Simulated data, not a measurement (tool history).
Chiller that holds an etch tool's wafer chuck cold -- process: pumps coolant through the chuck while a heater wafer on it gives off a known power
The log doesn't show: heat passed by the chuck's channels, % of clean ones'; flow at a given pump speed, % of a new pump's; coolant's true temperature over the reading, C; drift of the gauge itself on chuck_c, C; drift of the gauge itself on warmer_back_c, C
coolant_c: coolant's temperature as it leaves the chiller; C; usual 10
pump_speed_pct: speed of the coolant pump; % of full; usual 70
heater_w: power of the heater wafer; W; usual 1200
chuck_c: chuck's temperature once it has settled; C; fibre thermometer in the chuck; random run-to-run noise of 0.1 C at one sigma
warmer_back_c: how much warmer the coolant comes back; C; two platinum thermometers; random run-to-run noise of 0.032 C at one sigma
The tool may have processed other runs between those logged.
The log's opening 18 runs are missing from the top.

run    hour  coolant_c  pump_speed_pct  heater_w  hours since the coolant was changed and the channels were flushed  hours since the pump was overhauled  hours since the chiller's thermometer was calibrated  chuck_c  warmer_back_c
 19  1517.9         20              68      1382                                                               5568                                 2237                                                  4351     36.7           4.83
 20  1627.2         18              88      1488                                                               5677                                 2347                                                  4461     33.5           3.94
 21  1717.8          3              88      1065                                                               5767                                 2437                                                  4551     13.8           2.83
 22  1811.7          3              88      1065                                                               5861                                 2531                                                  4645     13.9           2.84
 23  1923.6         12              70      1200                                                               5973                                 2643                                                  4757     26.1           4.09
 24  2015.3          8              70      1656                                                               6065                                 2735                                                  4849     27.8           5.62
 25  2072.9         10              61       789                                                               6123                                 2792                                                  4906     20.3           3.18
 26  2125.3         10              80      1200                                                               6175                                 2845                                                  4959     23.2           3.54
 27  2216.2         10              80      1200                                                               6266                                 2936                                                  5050     23.3           3.51
 28  2298.7         10              80      1200                                                               6348                                 3018                                                  5132     23.4           3.52
 29  2400.8         10              78       927                                                               6450                                 3120                                                  5234     20.4           2.81
 30  2464.2          9              65       697                                                               6514                                 3184                                                  5298     17.6           2.56
     2520.8  -- chiller's thermometer calibrated
 31  2577.4          9              65       697                                                               6626                                 3296                                                    57     17.9           2.64
 32  2647.6          9              65       697                                                               6696                                 3366                                                   127     17.9            2.6

Alternative continuations, all from the tool just after run 32; predict every row:
  A  2750.1         14              95      1799                                                               6799                                 3468                                                   229        ?              ?
  B  2750.1         12              65       758                                                               6799                                 3468                                                   229        ?              ?
  C  2750.1         18              65      1125                                                               6799                                 3468                                                   229        ?              ?
  D  2750.1          9              82       697                                                               6799                                 3468                                                   229        ?              ?

run  chuck_c  warmer_back_c
  A     32.6           4.42
  B     21.8           2.79
  C     32.3           4.18
  D     16.9           2.05
With no hidden state in the tool, these same runs would have given:
run  chuck_c  warmer_back_c
  A     30.8           4.21
  B     20.9           2.66
  C     30.9           3.99
  D     16.2           1.95

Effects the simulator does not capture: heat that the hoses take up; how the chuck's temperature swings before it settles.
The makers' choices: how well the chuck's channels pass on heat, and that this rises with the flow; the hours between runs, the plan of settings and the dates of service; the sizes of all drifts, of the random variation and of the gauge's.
